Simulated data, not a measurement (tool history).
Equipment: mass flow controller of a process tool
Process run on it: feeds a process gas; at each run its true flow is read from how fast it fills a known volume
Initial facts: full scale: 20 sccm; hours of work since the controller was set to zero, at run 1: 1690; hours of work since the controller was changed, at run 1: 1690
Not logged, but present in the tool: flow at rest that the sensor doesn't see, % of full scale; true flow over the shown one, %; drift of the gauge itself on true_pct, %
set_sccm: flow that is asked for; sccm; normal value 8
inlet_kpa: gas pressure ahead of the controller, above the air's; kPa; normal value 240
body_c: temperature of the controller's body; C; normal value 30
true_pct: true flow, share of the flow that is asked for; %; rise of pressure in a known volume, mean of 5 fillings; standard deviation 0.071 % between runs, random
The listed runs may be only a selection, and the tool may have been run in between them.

run,day,set_sccm,inlet_kpa,body_c,hours of work since the controller was set to zero,hours of work since the controller was changed,true_pct
1,0,8,240,30,1690,1690,99.55
2,3.233,8,240,30,1748,1748,99.59
3,6.454,8,240,29,1806,1806,99.62
4,8.392,8,240,29,1841,1841,99.49
5,9.933,8,240,29,1869,1869,99.61
6,11.879,8,240,29,1904,1904,99.47
7,15.617,8,240,27,1971,1971,99.45
8,19.071,8,240,27,2033,2033,99.36
9,20.962,8,240,27,2067,2067,99.46
10,23.842,8,240,27,2119,2119,99.41
11,27.367,8,240,27,2182,2182,99.41
12,29.146,8,240,27,2214,2214,99.37
13,32.475,8,240,27,2274,2274,99.34
14,34.404,8,240,27,2309,2309,99.46
15,36.479,8,240,27,2346,2346,99.52
16,39.488,8,206,30,2400,2400,99.4
17,41.862,8,145,32,2443,2443,99.33
18,43.908,8,145,32,2480,2480,99.37
19,47.196,11,177,22,2539,2539,99.29
20,50.379,3,195,30,2596,2596,97.77
21,52.642,3,195,30,2637,2637,97.68
22,55.404,3,195,30,2686,2686,97.71
23,59.171,3,195,30,2754,2754,97.72
24,62.667,4,232,38,2817,2817,98.88
25,66.175,14,263,22,2880,2880,99.93

3 ways to go on from here, each from the tool as it stands after run 25. What would each give?
A,69.183,7,263,29,2934,2934,?
B,69.183,9,183,28,2934,2934,?
C,69.183,10,154,30,2934,2934,?

run,true_pct
A,99.52
B,99.48
C,99.57
Had the tool no hidden state, the same runs would have come out as:
run,true_pct
A,99.89
B,99.62
C,99.63
